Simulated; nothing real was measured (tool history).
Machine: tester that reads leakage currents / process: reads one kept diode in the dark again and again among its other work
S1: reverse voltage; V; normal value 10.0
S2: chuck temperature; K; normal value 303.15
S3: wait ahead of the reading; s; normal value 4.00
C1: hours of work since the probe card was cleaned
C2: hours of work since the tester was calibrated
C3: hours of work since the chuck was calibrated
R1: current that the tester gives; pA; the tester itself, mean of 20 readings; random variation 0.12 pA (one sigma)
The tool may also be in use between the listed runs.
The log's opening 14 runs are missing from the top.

run 15 hour=1662.1 | S1=10.0 S2=303.15 S3=4.00 | C1=2130 C2=2130 C3=955 | R1=51.80
-- hour=1726.8 chuck's temperature calibrated
run 16 hour=1757.8 | S1=10.0 S2=303.15 S3=0.64 | C1=2185 C2=2185 C3=18 | R1=53.23
run 17 hour=1880.2 | S1=10.0 S2=303.15 S3=4.00 | C1=2257 C2=2257 C3=90 | R1=49.26
run 18 hour=1962.3 | S1=8.8 S2=302.15 S3=1.67 | C1=2305 C2=2305 C3=138 | R1=44.87
run 19 hour=2082.4 | S1=7.4 S2=323.15 S3=1.67 | C1=2375 C2=2375 C3=209 | R1=169.57
run 20 hour=2185.3 | S1=7.4 S2=323.15 S3=1.67 | C1=2436 C2=2436 C3=269 | R1=169.59
run 21 hour=2293.1 | S1=7.4 S2=323.15 S3=1.67 | C1=2499 C2=2499 C3=332 | R1=171.20
-- hour=2309.3 tester calibrated
run 22 hour=2396.3 | S1=10.0 S2=303.15 S3=4.36 | C1=2558 C2=51 C3=391 | R1=52.75
run 23 hour=2501.8 | S1=10.0 S2=303.15 S3=4.36 | C1=2620 C2=113 C3=453 | R1=53.06
run 24 hour=2635.1 | S1=10.0 S2=303.15 S3=4.36 | C1=2698 C2=191 C3=531 | R1=54.04
run 25 hour=2728.6 | S1=10.0 S2=303.15 S3=2.21 | C1=2753 C2=246 C3=586 | R1=54.81
run 26 hour=2895.0 | S1=10.0 S2=303.15 S3=2.21 | C1=2851 C2=343 C3=684 | R1=56.09
-- hour=2987.0 probe card cleaned and baked
-- hour=3016.5 tester calibrated, once more
run 27 hour=3042.7 | S1=2.8 S2=293.15 S3=1.74 | C1=31 C2=15 C3=768 | R1=10.31
run 28 hour=3165.1 | S1=2.8 S2=293.15 S3=1.74 | C1=103 C2=87 C3=839 | R1=10.49
run 29 hour=3324.3 | S1=7.6 S2=301.15 S3=4.00 | C1=197 C2=180 C3=933 | R1=30.72
-- hour=3418.5 chuck's temperature calibrated
run 30 hour=3465.4 | S1=7.6 S2=314.15 S3=1.84 | C1=278 C2=262 C3=27 | R1=79.15
run 31 hour=3600.6 | S1=7.6 S2=314.15 S3=1.84 | C1=357 C2=341 C3=107 | R1=79.83
run 32 hour=3696.6 | S1=10.0 S2=307.15 S3=1.53 | C1=414 C2=398 C3=163 | R1=53.14
run 33 hour=3867.3 | S1=10.0 S2=307.15 S3=1.53 | C1=514 C2=498 C3=263 | R1=54.57

Forecast each of these 5 alternatives for the next run:
run A hour=3955.6 | S1=1.1 S2=327.15 S3=1.13 | C1=566 C2=549 C3=315 | R1=?
run B hour=3955.6 | S1=10.0 S2=307.15 S3=0.61 | C1=566 C2=549 C3=315 | R1=?
run C hour=3955.6 | S1=18.1 S2=306.15 S3=1.11 | C1=566 C2=549 C3=315 | R1=?
run D hour=3955.6 | S1=10.0 S2=307.15 S3=1.32 | C1=566 C2=549 C3=315 | R1=?
run E hour=3955.6 | S1=10.0 S2=307.15 S3=1.80 | C1=566 C2=549 C3=315 | R1=?

run=A R1=104.92
run=B R1=58.34
run=C R1=68.02
run=D R1=55.17
run=E R1=54.83
Had the tool no hidden state, the same runs would have come out as:
run=A R1=101.71
run=B R1=53.23
run=C R1=59.80
run=D R1=50.07
run=E R1=49.70
